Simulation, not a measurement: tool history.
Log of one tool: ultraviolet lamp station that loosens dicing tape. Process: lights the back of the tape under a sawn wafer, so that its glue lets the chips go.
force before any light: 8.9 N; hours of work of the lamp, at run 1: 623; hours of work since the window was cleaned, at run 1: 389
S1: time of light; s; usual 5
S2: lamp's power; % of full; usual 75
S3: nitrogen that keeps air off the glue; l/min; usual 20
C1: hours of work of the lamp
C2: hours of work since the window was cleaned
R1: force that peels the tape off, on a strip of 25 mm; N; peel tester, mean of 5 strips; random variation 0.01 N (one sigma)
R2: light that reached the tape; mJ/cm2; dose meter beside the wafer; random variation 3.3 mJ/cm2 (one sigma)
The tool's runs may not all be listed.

run    hour  S1  S2  S3    C1   C2     R1   R2
  1     0.0   5  75  20   623  389  0.721  415
  2    41.2   5  75  20   646  411  0.777  408
  3    73.6   5  75  20   663  429  0.804  407
  4   107.8   5  71  20   682  448  0.876  379
      121.4  -- window cleaned of glue's vapour
  5   151.4   5  75  20   706   16  0.582  467
  6   201.9   5  75  20   733   44  0.595  460
  7   242.5   5  75  20   755   66  0.628  461
  8   284.0   5  75  20   778   89  0.626  450
  9   331.4   5  96  20   804  115  0.371  569
 10   358.6   5  96  20   819  130  0.400  567
 11   404.0   5  96  20   844  154  0.376  554
 12   432.6   5  96  20   859  170  0.407  556
 13   479.0   5  96  20   885  195  0.419  544
 14   516.9   5  75  20   905  216  0.709  428
 15   543.3   5  95  20   920  231  0.455  535
 16   585.8   5  95  20   943  254  0.462  528
 17   623.5   5  95  36   964  274  0.340  520
 18   658.9   5  95  36   983  294  0.360  513
 19   695.3   5  95  36  1003  314  0.349  510
 20   725.1   5  75  12  1019  330  1.094  403
 21   747.4   5  75  20  1031  342  0.824  395
 22   793.0   5  75  20  1056  367  0.852  395
 23   842.6   5  75  20  1083  394  0.865  390
 24   887.9   5  85   6  1108  419  1.468  432
 25   918.6   5  65   6  1125  436  2.197  332
 26   946.0   9  75  13  1140  451  0.356  680
      953.8  -- window cleaned of glue's vapour
 27   980.5   9  63  13  1158   15  0.363  669
 28  1021.6   3  84  30  1181   37  1.278  296
 29  1067.0   7  63  30  1206   62  0.404  505
 30  1096.1   7  63  30  1222   78  0.401  502
 31  1124.4   9  75  26  1237   93  0.217  765
 32  1151.6   7  98  26  1252  108  0.213  772
 33  1183.9  10  67  21  1270  126  0.231  749
 34  1221.1  10  67  21  1290  146  0.234  731
 35  1256.3   2  97   9  1309  165  3.149  213
 36  1284.0   2  97   9  1324  180  3.304  206
 37  1308.1   2  97  24  1337  194  2.188  203
 38  1356.8   9  70   9  1364  220  0.471  667
 39  1383.7   2  90   8  1379  235  3.761  189

The next listed run, before its measurement:
 40  1425.1   2  90   8  1401  258   ?   ?

Run 40 gave R1 3.783 N, R2 187 mJ/cm2.
Without the tool's hidden state the same run would have given R1 2.783 N, R2 254 mJ/cm2.

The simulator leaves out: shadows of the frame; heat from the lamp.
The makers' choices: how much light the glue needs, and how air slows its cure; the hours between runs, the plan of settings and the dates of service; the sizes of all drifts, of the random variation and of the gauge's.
